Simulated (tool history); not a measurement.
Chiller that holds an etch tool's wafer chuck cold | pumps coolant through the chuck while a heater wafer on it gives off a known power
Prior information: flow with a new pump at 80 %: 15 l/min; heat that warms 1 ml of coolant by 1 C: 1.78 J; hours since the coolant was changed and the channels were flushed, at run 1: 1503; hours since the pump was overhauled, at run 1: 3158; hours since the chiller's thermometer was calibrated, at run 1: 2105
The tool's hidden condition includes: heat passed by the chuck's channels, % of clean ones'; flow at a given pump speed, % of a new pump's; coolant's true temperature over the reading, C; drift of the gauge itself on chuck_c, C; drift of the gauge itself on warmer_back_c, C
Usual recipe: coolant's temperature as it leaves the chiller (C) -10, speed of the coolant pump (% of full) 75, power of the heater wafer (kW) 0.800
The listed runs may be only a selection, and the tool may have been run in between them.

run,hour,coolant's temperature as it leaves the chiller (C),speed of the coolant pump (% of full),power of the heater wafer (kW),hours since the coolant was changed and the channels were flushed,hours since the pump was overhauled,hours since the chiller's thermometer was calibrated,chuck's temperature once it has settled (C),how much warmer the coolant comes back (C)
1,0.0,-10,75,0.800,1503,3158,2105,-5.07,1.93
2,19.1,-10,75,0.800,1522,3178,2124,-5.06,1.92
3,52.1,-10,75,0.701,1555,3211,2157,-5.79,1.68
4,71.3,-14,75,0.800,1575,3230,2176,-9.15,1.93
5,95.1,-10,75,1.198,1598,3254,2200,-2.77,2.89
6,119.1,-10,75,1.198,1622,3278,2224,-2.80,2.88
7,137.2,-10,75,1.198,1640,3296,2242,-2.68,2.89
8,161.1,-5,63,0.930,1664,3320,2266,1.37,2.69
9,185.5,-5,63,0.930,1689,3344,2290,1.40,2.69
10,218.8,-16,66,0.733,1722,3377,2323,-11.29,2.02
11,243.0,-16,66,0.733,1746,3401,2348,-11.29,1.99
12,260.0,-4,66,0.605,1763,3418,2365,-0.23,1.65

5 options for the next run, each taken on its own from the tool as it stands now. Forecast them:
A,286.6,-4,97,0.605,1790,3445,2391,?,?
B,286.6,-10,75,1.187,1790,3445,2391,?,?
C,286.6,-3,66,0.605,1790,3445,2391,?,?
D,286.6,-5,96,0.603,1790,3445,2391,?,?
E,286.6,-4,83,0.503,1790,3445,2391,?,?

run,chuck's temperature once it has settled (C),how much warmer the coolant comes back (C)
A,-1.10,1.12
B,-3.00,2.85
C,0.76,1.66
D,-2.24,1.13
E,-1.52,1.09
With no hidden state in the tool, these same runs would have given:
run,chuck's temperature once it has settled (C),how much warmer the coolant comes back (C)
A,-0.84,1.12
B,-2.74,2.85
C,1.02,1.66
D,-1.98,1.13
E,-1.26,1.09

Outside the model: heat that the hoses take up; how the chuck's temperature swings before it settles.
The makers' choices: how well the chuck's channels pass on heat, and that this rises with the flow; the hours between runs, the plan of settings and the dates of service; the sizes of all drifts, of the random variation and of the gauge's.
